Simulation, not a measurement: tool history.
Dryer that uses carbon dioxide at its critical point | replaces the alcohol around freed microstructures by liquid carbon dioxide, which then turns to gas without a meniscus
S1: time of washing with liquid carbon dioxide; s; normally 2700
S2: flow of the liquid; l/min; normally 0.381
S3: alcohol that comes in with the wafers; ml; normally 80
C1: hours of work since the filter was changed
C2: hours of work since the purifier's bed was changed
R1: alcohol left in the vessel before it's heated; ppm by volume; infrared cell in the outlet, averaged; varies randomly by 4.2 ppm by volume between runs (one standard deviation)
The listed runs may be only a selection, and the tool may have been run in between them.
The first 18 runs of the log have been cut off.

Run 19, hour 175.8: usual settings; C1 13; C2 191. Result: R1 33 ppm by volume.
Run 20, hour 189.3: usual settings but S3 39 ml; C1 23; C2 202. Result: R1 18 ppm by volume.
Run 21, hour 202.5: usual settings but S1 2220 s, S2 0.608 l/min, S3 45 ml; C1 33; C2 212. Result: R1 6 ppm by volume.
Run 22, hour 212.5: usual settings but S1 4320 s, S2 0.442 l/min, S3 22 ml; C1 41; C2 219. Result: R1 14 ppm by volume.
Run 23, hour 221.5: usual settings but S1 4200 s, S2 0.454 l/min; C1 48; C2 226. Result: R1 12 ppm by volume.
Run 24, hour 235.1: usual settings but S1 1800 s, S2 0.308 l/min, S3 65 ml; C1 58; C2 237. Result: R1 430 ppm by volume.
Run 25, hour 242.1: usual settings but S1 2520 s, S2 0.335 l/min, S3 27 ml; C1 64; C2 242. Result: R1 33 ppm by volume.
Run 26, hour 255.5: usual settings but S1 2040 s, S3 21 ml; C1 74; C2 253. Result: R1 36 ppm by volume.
Run 27, hour 267.7: usual settings but S1 2760 s, S2 0.524 l/min, S3 43 ml; C1 83; C2 262. Result: R1 23 ppm by volume.
Run 28, hour 275.2: usual settings but S1 2640 s, S2 0.263 l/min, S3 110 ml; C1 89; C2 268. Result: R1 258 ppm by volume.
Run 29, hour 284.4: usual settings but S1 2280 s, S2 0.229 l/min, S3 57 ml; C1 96; C2 275. Result: R1 528 ppm by volume.
Run 30, hour 292.3: usual settings but S1 2340 s, S2 0.513 l/min, S3 115 ml; C1 102; C2 281. Result: R1 24 ppm by volume.
Run 31, hour 300.3: usual settings but S1 2340 s, S2 0.237 l/min, S3 28 ml; C1 109; C2 287. Result: R1 213 ppm by volume.
Run 32, hour 311.9: usual settings but S1 3300 s, S2 0.472 l/min, S3 63 ml; C1 117; C2 296. Result: R1 22 ppm by volume.
Run 33, hour 324.2: usual settings but S1 3000 s; C1 127; C2 305. Result: R1 25 ppm by volume.
Run 34, hour 333: usual settings but S1 3000 s, S2 0.304 l/min; C1 134; C2 312. Result: R1 56 ppm by volume.

Forecast each of these 3 alternatives for the next run:
Run A, hour 346.5: usual settings but S2 0.275 l/min, S3 45 ml; C1 144; C2 323. Result: R1 ?.
Run B, hour 346.5: usual settings but S3 23 ml; C1 144; C2 323. Result: R1 ?.
Run C, hour 346.5: usual settings but S1 1620 s, S2 0.33 l/min, S3 22 ml; C1 144; C2 323. Result: R1 ?.

run   R1
  A   98
  B   30
  C  203
Without the tool's unlogged condition, the same runs would have read:
run   R1
  A   60
  B   11
  C  149
